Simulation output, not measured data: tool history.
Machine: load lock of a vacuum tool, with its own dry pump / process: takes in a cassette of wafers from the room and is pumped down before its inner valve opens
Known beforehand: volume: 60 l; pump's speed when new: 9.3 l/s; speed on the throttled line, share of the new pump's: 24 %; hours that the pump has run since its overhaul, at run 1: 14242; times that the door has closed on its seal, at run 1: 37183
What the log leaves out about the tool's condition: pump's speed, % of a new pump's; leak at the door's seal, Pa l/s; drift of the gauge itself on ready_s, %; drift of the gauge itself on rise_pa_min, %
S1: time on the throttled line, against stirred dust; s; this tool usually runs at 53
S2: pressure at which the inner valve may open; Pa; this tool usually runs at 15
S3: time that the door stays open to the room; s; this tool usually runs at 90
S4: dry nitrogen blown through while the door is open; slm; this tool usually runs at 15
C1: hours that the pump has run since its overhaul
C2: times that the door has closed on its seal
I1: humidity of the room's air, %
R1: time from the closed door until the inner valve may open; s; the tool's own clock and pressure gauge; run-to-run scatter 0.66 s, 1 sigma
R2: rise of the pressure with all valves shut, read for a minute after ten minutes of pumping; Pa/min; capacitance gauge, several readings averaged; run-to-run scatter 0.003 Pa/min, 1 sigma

run	day	S1	S2	S3	S4	C1	C2	I1	R1	R2
1	0.000	53	15	90	15	14242	37183	45.8	102.7	0.087
2	18.462	53	15	90	38	14685	38981	47.5	103.5	0.074
3	31.183	53	15	90	38	14990	40220	45.9	102.5	0.087
4	45.446	53	15	90	25	15333	41610	42.1	103.1	0.092
5	55.483	53	15	90	25	15574	42587	43.7	103.9	0.099
6	68.375	53	15	90	25	15883	43843	46.7	103.8	0.096
7	86.079	53	15	90	25	16308	45567	46.3	103.9	0.105
8	98.542	53	15	90	25	16607	46781	47.6	103.5	0.110
9	108.042	71	15	90	15	16835	47706	43.9	117.4	0.124
10	119.362	53	15	90	9	17107	48809	44.3	104.3	0.131
11	133.696	53	15	90	15	17451	50205	44.9	103.9	0.131
12	149.700	53	15	32	15	17835	51764	44.8	103.4	0.133
13	168.071	53	15	32	15	18276	53553	45.4	104.6	0.127
14	180.512	53	15	32	15	18574	54764	43.5	105.2	0.133
15	199.946	53	16	90	15	19041	56657	45.4	104.9	0.148
16	218.833	53	16	90	15	19494	58497	47.2	103.4	0.159
17	236.821	53	15	90	15	19926	60249	46.0	105.4	0.163
18	246.975	53	15	90	15	20169	61237	44.1	105.5	0.167
19	255.042	31	13	90	15	20363	62023	45.4	91.0	0.172
20	263.354	31	13	90	15	20563	62833	46.0	91.4	0.175
21	279.071	31	13	90	15	20940	64364	45.5	92.7	0.182
22	292.233	31	13	90	15	21256	65646	42.4	91.7	0.183
23	302.988	70	11	42	15	21514	66693	44.7	121.7	0.183
# day 309.062: door's seal changed, seat wiped
24	320.350	70	11	32	15	21929	1100	44.7	121.4	0.013
25	338.779	70	11	32	15	22371	2895	42.3	120.2	0.014
26	354.833	70	11	32	15	22756	4458	46.3	122.6	0.014
27	374.021	70	11	141	36	23217	6327	45.7	121.6	0.026
28	386.512	42	25	232	36	23517	7544	44.8	95.5	0.027
29	398.379	43	15	144	15	23802	8700	43.0	100.7	0.032
30	410.529	90	15	90	7	24093	9883	49.4	133.8	0.043
31	421.871	90	15	90	7	24365	10988	45.2	134.3	0.036
# day 425.971: dry pump taken out, an overhauled one fitted
32	436.479	90	15	205	19	252	12386	42.2	125.3	0.039
33	449.942	29	15	205	39	575	13697	48.0	78.8	0.028
34	463.679	29	15	205	39	905	15035	41.1	79.6	0.035

Here are 3 independent what-if runs from the current tool condition. What would each one return?
A	477.725	29	23	205	8	1242	16403	43.9	?	?
B	477.725	99	15	90	15	1242	16403	47.1	?	?
C	477.725	53	15	90	10	1242	16403	50.3	?	?

run	R1	R2
A	76.3	0.065
B	133.2	0.042
C	97.5	0.044
Without the tool's hidden state the same runs would have given:
run	R1	R2
A	76.1	0.045
B	133.0	0.022
C	97.3	0.024
